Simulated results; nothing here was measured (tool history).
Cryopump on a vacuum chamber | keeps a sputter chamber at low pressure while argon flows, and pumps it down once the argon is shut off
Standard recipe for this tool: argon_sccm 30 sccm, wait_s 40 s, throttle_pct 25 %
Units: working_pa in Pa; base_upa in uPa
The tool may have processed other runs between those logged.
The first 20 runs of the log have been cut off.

| run | hour | argon_sccm | wait_s | throttle_pct | working_pa | base_upa |
|---|---|---|---|---|---|---|
|  | 802.8 | pump warmed up, emptied and cooled again |
| 21 | 814.3 | 59 | 40 | 25 | 0.2327 | 1.53 |
| 22 | 865.1 | 30 | 32 | 20 | 0.1483 | 1.78 |
| 23 | 890.1 | 21 | 40 | 29 | 0.0713 | 1.53 |
| 24 | 946.2 | 21 | 40 | 53 | 0.0404 | 1.64 |
| 25 | 983.4 | 21 | 40 | 53 | 0.0396 | 1.62 |
| 26 | 1022.4 | 26 | 40 | 53 | 0.0513 | 1.66 |
| 27 | 1066.0 | 39 | 44 | 37 | 0.1084 | 1.53 |
| 28 | 1117.9 | 39 | 44 | 37 | 0.1083 | 1.69 |
| 29 | 1173.9 | 13 | 40 | 30 | 0.0442 | 1.66 |
| 30 | 1223.3 | 18 | 83 | 38 | 0.0489 | 1.34 |
|  | 1271.0 | pump warmed up, emptied and cooled again |
| 31 | 1271.0 | 30 | 139 | 19 | 0.1546 | 1.16 |
| 32 | 1318.8 | 30 | 41 | 60 | 0.0499 | 1.57 |

Predict the results of run 33:
| 33 | 1371.0 | 30 | 41 | 60 | ? | ? |

{"run 33": {"working_pa": 0.0505, "base_upa": 1.6}}
Minus the tool's unlogged condition, the same run would have read working_pa 0.0490 Pa, base_upa 0.84 uPa.
